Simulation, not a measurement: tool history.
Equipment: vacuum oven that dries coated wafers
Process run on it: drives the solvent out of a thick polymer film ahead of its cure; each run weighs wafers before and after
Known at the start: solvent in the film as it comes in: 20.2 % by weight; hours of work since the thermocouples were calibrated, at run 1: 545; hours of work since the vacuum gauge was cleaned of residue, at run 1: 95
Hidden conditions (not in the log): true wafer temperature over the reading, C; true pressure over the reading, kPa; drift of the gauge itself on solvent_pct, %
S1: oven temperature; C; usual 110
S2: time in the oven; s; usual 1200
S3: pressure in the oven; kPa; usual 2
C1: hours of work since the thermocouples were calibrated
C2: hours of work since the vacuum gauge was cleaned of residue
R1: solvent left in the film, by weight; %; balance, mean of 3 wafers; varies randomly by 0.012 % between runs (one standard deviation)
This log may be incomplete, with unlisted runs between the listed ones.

| run | hour | S1 | S2 | S3 | C1 | C2 | R1 |
|---|---|---|---|---|---|---|---|
| 1 | 0 | 110 | 1200 | 2 | 545 | 95 | 3.24 |
| 2 | 57.5 | 110 | 1200 | 3.44 | 589 | 139 | 3.51 |
|  | 108.4 | oven's thermocouples calibrated |
| 3 | 123.8 | 110 | 1200 | 2 | 12 | 189 | 3.46 |
| 4 | 195.1 | 110 | 1200 | 1.64 | 67 | 244 | 3.37 |
| 5 | 262 | 110 | 1200 | 1.64 | 119 | 296 | 3.35 |
| 6 | 346.8 | 110 | 1200 | 2 | 185 | 362 | 3.37 |
| 7 | 430.3 | 102 | 1200 | 2 | 250 | 427 | 4.99 |
| 8 | 481.1 | 103 | 1200 | 2 | 289 | 466 | 4.77 |
| 9 | 546.3 | 103 | 1200 | 2 | 339 | 516 | 4.72 |
| 10 | 599.8 | 100 | 1200 | 2 | 381 | 558 | 5.36 |
| 11 | 667.5 | 110 | 1200 | 2 | 433 | 610 | 3.31 |
| 12 | 728.1 | 110 | 1200 | 2 | 480 | 657 | 3.29 |
| 13 | 810.9 | 110 | 1200 | 2 | 545 | 722 | 3.29 |
| 14 | 889.2 | 110 | 1200 | 4.7 | 605 | 782 | 3.78 |
|  | 917.4 | oven's thermocouples calibrated |
| 15 | 952.1 | 110 | 1200 | 4.7 | 27 | 829 | 3.94 |
| 16 | 1006.6 | 110 | 840 | 5.18 | 69 | 872 | 5.89 |
| 17 | 1052.6 | 99 | 1200 | 3.06 | 105 | 907 | 5.93 |
| 18 | 1087.4 | 99 | 2040 | 1.1 | 132 | 934 | 2.66 |
| 19 | 1164.8 | 99 | 2040 | 1.1 | 192 | 994 | 2.63 |
| 20 | 1209.7 | 118 | 960 | 4.29 | 227 | 1029 | 3.38 |
| 21 | 1257.7 | 107 | 840 | 2 | 264 | 1066 | 5.91 |
| 22 | 1325 | 107 | 840 | 2 | 316 | 1119 | 5.87 |
| 23 | 1403.4 | 101 | 840 | 2.5 | 377 | 1179 | 7.27 |
| 24 | 1461.9 | 101 | 840 | 2.5 | 422 | 1225 | 7.27 |
| 25 | 1542.8 | 101 | 840 | 2.5 | 485 | 1287 | 7.23 |
| 26 | 1584.2 | 122 | 600 | 5.1 | 517 | 1319 | 5.08 |
| 27 | 1650.9 | 110 | 840 | 2 | 569 | 1371 | 5.16 |
| 28 | 1700.6 | 115 | 1740 | 4.95 | 607 | 1410 | 1.73 |
|  | 1727.2 | oven's thermocouples calibrated |
| 29 | 1763.1 | 115 | 1740 | 4.95 | 28 | 1457 | 1.86 |

Take each entry between the runs: how does the hidden state at the last listed run before it differ from the hidden state at the first listed run after it?
Run 2 -> run 3: oven's thermocouples calibrated (hour 108.4)
  true wafer temperature over the reading, C: 1.12 -> -0.1; true pressure over the reading, kPa: 0.017 -> 0.033
  difference, measured minus the result without the unlogged condition, R1: -0.21 -> +0.02 %
Run 14 -> run 15: oven's thermocouples calibrated (hour 917.4)
  true wafer temperature over the reading, C: 1.04 -> 0.28; true pressure over the reading, kPa: 0.208 -> 0.221
  difference, measured minus the result without the unlogged condition, R1: -0.16 -> -0.01 %
Run 28 -> run 29: oven's thermocouples calibrated (hour 1727.2)
  true wafer temperature over the reading, C: 1.36 -> 0.25; true pressure over the reading, kPa: 0.389 -> 0.404
  difference, measured minus the result without the unlogged condition, R1: -0.08 -> +0.05 %
